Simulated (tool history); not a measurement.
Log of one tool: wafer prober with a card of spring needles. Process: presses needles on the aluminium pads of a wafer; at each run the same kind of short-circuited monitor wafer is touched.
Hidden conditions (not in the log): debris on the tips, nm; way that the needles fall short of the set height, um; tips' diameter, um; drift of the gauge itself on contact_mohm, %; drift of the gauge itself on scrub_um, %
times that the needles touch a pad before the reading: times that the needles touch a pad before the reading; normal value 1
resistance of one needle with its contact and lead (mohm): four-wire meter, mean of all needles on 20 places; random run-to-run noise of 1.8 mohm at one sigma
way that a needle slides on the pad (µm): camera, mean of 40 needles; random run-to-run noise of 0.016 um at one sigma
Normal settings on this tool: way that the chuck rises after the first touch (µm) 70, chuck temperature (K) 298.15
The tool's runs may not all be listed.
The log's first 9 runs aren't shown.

run    hour  way that the chuck rises after the first touch (µm)  chuck temperature (K)  times that the needles touch a pad before the reading  touches since the tips were cleaned  cleanings since the card got new needles  touches since the first contact's height was set  resistance of one needle with its contact and lead (mohm)  way that a needle slides on the pad (µm)
      380.2  -- tips cleaned on abrasive film
 10   396.7                                                   54                 298.15                                                      1                                 3733                                        71                                             10725                                                        335                                      6.65
      410.9  -- tips cleaned on abrasive film
      441.0  -- tips cleaned on abrasive film
 11   451.6                                                   54                 298.15                                                      1                                 2399                                        73                                             23032                                                        300                                      6.65
      472.3  -- tips cleaned on abrasive film
 12   477.3                                                   80                 298.15                                                      1                                 1139                                        74                                             28789                                                        217                                      9.83
      503.7  -- tips cleaned on abrasive film
 13   524.2                                                   79                 298.15                                                      1                                 4619                                        75                                             39318                                                        270                                      9.74
      534.9  -- tips cleaned on abrasive film
 14   552.2                                                   79                 298.15                                                      1                                 3879                                        76                                             45585                                                        267                                      9.70
      563.5  -- tips cleaned on abrasive film
      594.8  -- tips cleaned on abrasive film
 15   599.3                                                   79                 298.15                                                      1                                 1020                                        78                                             56143                                                        216                                      9.67
      623.7  -- tips cleaned on abrasive film
 16   641.5                                                   66                 363.15                                                      2                                 4023                                        79                                             65622                                                        266                                      8.09
      652.5  -- tips cleaned on abrasive film
      685.0  -- tips cleaned on abrasive film
 17   692.3                                                   70                 316.15                                                      1                                 1660                                        81                                             77009                                                        248                                      8.56
      717.6  -- tips cleaned on abrasive film
 18   723.1                                                   76                 305.15                                                      1                                 1240                                        82                                             83917                                                        222                                      9.25
      748.6  -- tips cleaned on abrasive film
      778.2  -- tips cleaned on abrasive film
 19   785.5                                                   51                 298.15                                                      1                                 1646                                        84                                             97897                                                        307                                      6.18
      811.4  -- tips cleaned on abrasive film
 20   825.2                                                   62                 325.15                                                      1                                 3116                                        85                                            106820                                                        304                                      7.54
      842.3  -- tips cleaned on abrasive film
      854.0  -- height of the first contact set anew
 21   865.2                                                   62                 325.15                                                      1                                 5085                                        86                                              2514                                                        327                                      7.64
      876.2  -- tips cleaned on abrasive film
      905.6  -- tips cleaned on abrasive film
 22   922.2                                                   58                 298.15                                                      1                                 3734                                        88                                             15297                                                        331                                      7.14
      936.1  -- tips cleaned on abrasive film
      967.5  -- tips cleaned on abrasive film
 23   969.0                                                   52                 298.15                                                      2                                  330                                        90                                             25775                                                        211                                      6.37
      999.5  -- tips cleaned on abrasive film
 24  1023.9                                                   88                 355.15                                                      1                                 5484                                        91                                             38114                                                        268                                     10.81
     1028.1  -- tips cleaned on abrasive film
     1057.3  -- tips cleaned on abrasive film
 25  1066.3                                                   56                 316.15                                                      2                                 2009                                        93                                             47594                                                        250                                      6.88
     1089.2  -- tips cleaned on abrasive film
 26  1107.3                                                   86                 319.15                                                      1                                 4076                                        94                                             56818                                                        257                                     10.55
     1118.5  -- tips cleaned on abrasive film
 27  1139.2                                                   77                 319.15                                                      1                                 4659                                        95                                             63965                                                        285                                      9.42
     1152.1  -- tips cleaned on abrasive film
 28  1172.5                                                   76                 319.15                                                      3                                 4589                                        96                                             71424                                                        223                                      9.29
     1183.4  -- tips cleaned on abrasive film
     1213.2  -- tips cleaned on abrasive film
 29  1213.2                                                   63                 315.15                                                      1                                    0                                        98                                             80547                                                        194                                      7.68
     1247.0  -- tips cleaned on abrasive film
 30  1261.8                                                   63                 315.15                                                      1                                 3335                                        99                                             91463                                                        297                                      7.71

3 options for the next run, each taken on its own from the tool as it stands now. Forecast them:
     1278.3  -- tips cleaned on abrasive film
     1309.6  -- tips cleaned on abrasive film
  A  1319.0                                                   79                 298.15                                                      1                                 2103                                       101                                            104278                                                          ?                                         ?
     1278.3  -- tips cleaned on abrasive film
     1309.6  -- tips cleaned on abrasive film
  B  1319.0                                                   63                 364.15                                                      1                                 2103                                       101                                            104278                                                          ?                                         ?
     1278.3  -- tips cleaned on abrasive film
     1309.6  -- tips cleaned on abrasive film
  C  1319.0                                                   61                 353.15                                                      1                                 2103                                       101                                            104278                                                          ?                                         ?

run  resistance of one needle with its contact and lead (mohm)  way that a needle slides on the pad (µm)
  A                                                        236                                      9.61
  B                                                        281                                      7.65
  C                                                        278                                      7.41
With no hidden state in the tool, these same runs would have given:
run  resistance of one needle with its contact and lead (mohm)  way that a needle slides on the pad (µm)
  A                                                        175                                      9.72
  B                                                        198                                      7.76
  C                                                        190                                      7.52
